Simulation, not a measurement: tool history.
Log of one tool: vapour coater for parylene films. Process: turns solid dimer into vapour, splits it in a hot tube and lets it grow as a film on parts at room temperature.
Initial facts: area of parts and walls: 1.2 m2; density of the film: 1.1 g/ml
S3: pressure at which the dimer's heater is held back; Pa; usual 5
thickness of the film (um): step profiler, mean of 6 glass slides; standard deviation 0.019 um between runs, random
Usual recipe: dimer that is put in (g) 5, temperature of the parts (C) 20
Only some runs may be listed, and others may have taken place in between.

Run 1, hour 0: usual settings. Result: thickness of the film (um) 2.28.
Run 2, hour 48.9: usual settings. Result: thickness of the film (um) 2.3.
At hour 57.8: trap's valve overhauled.
Run 3, hour 114.3: usual settings. Result: thickness of the film (um) 2.3.
Run 4, hour 187.3: usual settings. Result: thickness of the film (um) 2.33.
Run 5, hour 241.6: usual settings but temperature of the parts (C) 18. Result: thickness of the film (um) 2.41.
Run 6, hour 294.4: usual settings but dimer that is put in (g) 2. Result: thickness of the film (um) 0.94.
Run 7, hour 367.1: usual settings but dimer that is put in (g) 2. Result: thickness of the film (um) 0.92.
Run 8, hour 414.6: usual settings but dimer that is put in (g) 2. Result: thickness of the film (um) 0.91.
Run 9, hour 447.7: usual settings but dimer that is put in (g) 2. Result: thickness of the film (um) 0.93.
Run 10, hour 513.8: usual settings but dimer that is put in (g) 2. Result: thickness of the film (um) 0.91.
Run 11, hour 566.4: usual settings but temperature of the parts (C) 16. Result: thickness of the film (um) 2.48.
Run 12, hour 641.1: usual settings. Result: thickness of the film (um) 2.28.
Run 13, hour 685.3: usual settings. Result: thickness of the film (um) 2.31.
Run 14, hour 738.4: usual settings but temperature of the parts (C) 18. Result: thickness of the film (um) 2.37.
Run 15, hour 783.3: usual settings but temperature of the parts (C) 18. Result: thickness of the film (um) 2.42.
Run 16, hour 857.6: usual settings but dimer that is put in (g) 4, temperature of the parts (C) 26, S3 2.96 Pa. Result: thickness of the film (um) 1.85.
Run 17, hour 911.8: usual settings but dimer that is put in (g) 4, temperature of the parts (C) 14, S3 8.29 Pa. Result: thickness of the film (um) 1.82.
At hour 928.3: trap's valve overhauled.
Run 18, hour 974.6: usual settings but dimer that is put in (g) 4, temperature of the parts (C) 14, S3 8.29 Pa. Result: thickness of the film (um) 1.82.
At hour 1021.1: table's thermometer calibrated.
Run 19, hour 1042.5: usual settings but temperature of the parts (C) 17. Result: thickness of the film (um) 2.45.
Run 20, hour 1106.5: usual settings but temperature of the parts (C) 17. Result: thickness of the film (um) 2.44.
Run 21, hour 1163.1: usual settings but temperature of the parts (C) 12, S3 7.09 Pa. Result: thickness of the film (um) 2.5.
Run 22, hour 1232.7: usual settings but dimer that is put in (g) 6, temperature of the parts (C) 17. Result: thickness of the film (um) 2.93.
Run 23, hour 1268.4: usual settings but dimer that is put in (g) 4, temperature of the parts (C) 26, S3 6.82 Pa. Result: thickness of the film (um) 1.53.
Run 24, hour 1315.6: usual settings but dimer that is put in (g) 3, temperature of the parts (C) 24, S3 2.24 Pa. Result: thickness of the film (um) 1.54.
Run 25, hour 1369.8: usual settings but dimer that is put in (g) 3, temperature of the parts (C) 24, S3 2.24 Pa. Result: thickness of the film (um) 1.55.
Run 26, hour 1406: usual settings but dimer that is put in (g) 3, temperature of the parts (C) 24, S3 2.24 Pa. Result: thickness of the film (um) 1.54.
Run 27, hour 1441.2: usual settings but dimer that is put in (g) 3, temperature of the parts (C) 24, S3 2.24 Pa. Result: thickness of the film (um) 1.54.
Run 28, hour 1479.4: usual settings but dimer that is put in (g) 3, S3 2.45 Pa. Result: thickness of the film (um) 1.66.
Run 29, hour 1552.1: usual settings but temperature of the parts (C) 16, S3 2.51 Pa. Result: thickness of the film (um) 2.91.
Run 30, hour 1583.9: usual settings but dimer that is put in (g) 7, temperature of the parts (C) 18, S3 2.42 Pa. Result: thickness of the film (um) 3.99.

Alternative continuations, all from the tool just after run 30; predict every row:
Run A, hour 1656.6: usual settings but dimer that is put in (g) 9, temperature of the parts (C) 18, S3 2.42 Pa. Result: thickness of the film (um) ?.
Run B, hour 1656.6: usual settings but dimer that is put in (g) 3, temperature of the parts (C) 18, S3 6.89 Pa. Result: thickness of the film (um) ?.
Run C, hour 1656.6: usual settings but dimer that is put in (g) 3, temperature of the parts (C) 14, S3 2.56 Pa. Result: thickness of the film (um) ?.
Run D, hour 1656.6: usual settings but dimer that is put in (g) 4, temperature of the parts (C) 26, S3 6.78 Pa. Result: thickness of the film (um) ?.
Run E, hour 1656.6: usual settings but temperature of the parts (C) 13, S3 3.74 Pa. Result: thickness of the film (um) ?.

run  thickness of the film (um)
  A                        5.08
  B                        1.31
  C                        1.81
  D                        1.54
  E                        2.83
With the hidden condition removed and each run's random variation left untouched, the same runs would have given:
run  thickness of the film (um)
  A                        5.09
  B                        1.31
  C                        1.81
  D                        1.54
  E                        2.84

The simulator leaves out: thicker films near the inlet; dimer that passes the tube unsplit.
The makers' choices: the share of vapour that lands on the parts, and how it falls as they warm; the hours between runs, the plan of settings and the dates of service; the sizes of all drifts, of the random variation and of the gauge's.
